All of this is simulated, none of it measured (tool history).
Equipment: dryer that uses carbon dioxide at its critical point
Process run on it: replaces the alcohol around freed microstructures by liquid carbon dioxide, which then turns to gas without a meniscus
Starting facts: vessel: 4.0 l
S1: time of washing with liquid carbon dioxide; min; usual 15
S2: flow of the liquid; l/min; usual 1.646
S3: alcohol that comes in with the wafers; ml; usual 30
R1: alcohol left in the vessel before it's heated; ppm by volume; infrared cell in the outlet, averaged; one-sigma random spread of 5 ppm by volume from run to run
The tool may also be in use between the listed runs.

Run 1, hour 0: usual settings. Result: R1 155 ppm by volume.
Run 2, hour 33.9: usual settings. Result: R1 152 ppm by volume.
At hour 82: inlet filter changed.
Run 3, hour 83.8: usual settings but S3 41 ml. Result: R1 159 ppm by volume.
Run 4, hour 109.8: usual settings but S1 14 min, S3 41 ml. Result: R1 179 ppm by volume.
Run 5, hour 138.8: usual settings. Result: R1 152 ppm by volume.
Run 6, hour 160.4: usual settings. Result: R1 159 ppm by volume.
Run 7, hour 207.5: usual settings. Result: R1 167 ppm by volume.
Run 8, hour 254.1: usual settings. Result: R1 168 ppm by volume.
Run 9, hour 292: usual settings but S3 72 ml. Result: R1 238 ppm by volume.
Run 10, hour 340.9: usual settings but S2 2.68 l/min, S3 72 ml. Result: R1 154 ppm by volume.
Run 11, hour 377.6: usual settings but S2 2.68 l/min, S3 50 ml. Result: R1 159 ppm by volume.
Run 12, hour 426.1: usual settings but S2 2.68 l/min, S3 50 ml. Result: R1 162 ppm by volume.
Run 13, hour 468.8: usual settings but S2 2.68 l/min, S3 50 ml. Result: R1 159 ppm by volume.

Forecast run 14:
Run 14, hour 497.2: usual settings but S1 10 min, S2 2.38 l/min. Result: R1 ?.

Run 14 measured R1 207 ppm by volume.
Had the tool carried no hidden state, the very same run would have given R1 37 ppm by volume.
